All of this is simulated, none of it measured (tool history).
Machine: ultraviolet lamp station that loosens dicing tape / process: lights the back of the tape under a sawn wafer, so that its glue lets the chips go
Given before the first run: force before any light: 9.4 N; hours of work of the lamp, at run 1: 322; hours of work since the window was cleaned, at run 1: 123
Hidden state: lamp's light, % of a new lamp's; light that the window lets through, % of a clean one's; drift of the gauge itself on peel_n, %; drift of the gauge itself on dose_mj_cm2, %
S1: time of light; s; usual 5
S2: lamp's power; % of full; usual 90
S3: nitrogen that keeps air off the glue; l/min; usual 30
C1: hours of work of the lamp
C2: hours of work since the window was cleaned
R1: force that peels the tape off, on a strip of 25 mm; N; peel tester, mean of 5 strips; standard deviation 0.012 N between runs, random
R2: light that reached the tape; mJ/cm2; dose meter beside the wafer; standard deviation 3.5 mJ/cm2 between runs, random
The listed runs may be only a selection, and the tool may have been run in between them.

run   hour  S1  S2  S3   C1   C2     R1   R2
  1      0   5  90  30  322  123  0.719  521
  2   15.8   9  90  30  334  135  0.134  923
  3   34.6   5  83  30  348  149  0.927  470
  4   46.8   5  83  30  358  158  0.924  468
  5   68.1   5  83  30  374  175  0.907  460
  6   86.5   5  90  30  388  189  0.748  492
  7  100.5   5  90  30  398  199  0.765  488
  8  121.9   5  90  30  414  215  0.795  487
  9  142.1   5  90  30  430  231  0.794  481
 10  156.4   5  90  30  441  241  0.808  488
 11  175.6   9  93  30  455  256  0.158  883
 12  195.9   9  93  30  470  271  0.164  883
 13  205.8   9  93  30  478  279  0.167  877
     222.1  -- window cleaned of glue's vapour
 14  222.1   5  69  33  490    0   1.16  405
 15  232.2   5  69  28  497    8  1.254  400
 16  242.1   4  71  39  505   15  1.675  326
 17  260.6   4  96  30  519   29      1  438
 18  274.5   6  77  30  529   40   0.64  528
 19  284.2   6  77  30  537   47  0.636  523

Forecast each of these 5 alternatives for the next run:
  A  295.9   9  85  30  546  56   ?   ?
  B  295.9   8  90  20  546  56   ?   ?
  C  295.9   4  77  17  546  56   ?   ?
  D  295.9   3  77  28  546  56   ?   ?
  E  295.9   6  94  30  546  56   ?   ?

run     R1   R2
  A  0.164  868
  B  0.267  821
  C  1.889  348
  D  2.486  265
  E  0.391  636
Without the tool's unlogged condition, the same runs would have read:
run     R1   R2
  A  0.123  970
  B  0.196  916
  C  1.576  388
  D  2.132  296
  E  0.284  711
